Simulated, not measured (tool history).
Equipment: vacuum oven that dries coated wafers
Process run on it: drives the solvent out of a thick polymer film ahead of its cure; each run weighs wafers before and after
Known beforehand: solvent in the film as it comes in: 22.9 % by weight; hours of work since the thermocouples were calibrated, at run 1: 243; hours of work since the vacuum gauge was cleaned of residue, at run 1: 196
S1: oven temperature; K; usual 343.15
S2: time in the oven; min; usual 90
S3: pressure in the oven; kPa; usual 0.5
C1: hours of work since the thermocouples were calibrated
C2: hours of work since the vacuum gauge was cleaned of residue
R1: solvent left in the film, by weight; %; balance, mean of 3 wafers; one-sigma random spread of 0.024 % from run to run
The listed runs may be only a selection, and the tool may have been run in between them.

run   hour      S1   S2     S3   C1   C2    R1
  1      0  343.15   90    0.5  243  196  1.46
  2   15.5  343.15   90  1.083  251  204  1.64
  3   25.9  343.15   90  1.083  257  210  1.62
  4   48.3  343.15   90  1.083  268  222  1.61
  5   67.5  343.15   90    0.5  278  232  1.44
  6   87.7  343.15   90    0.5  289  242  1.44
  7  103.4  343.15  128    0.5  297  250  0.61

Run 8 is up next; what results do you expect?
  8  125.3  343.15  98  1.745  309  262   ?

{"run 8": {"R1": 1.53}}
The same run, on a tool lacking any hidden state, would have yielded R1 1.78 %.
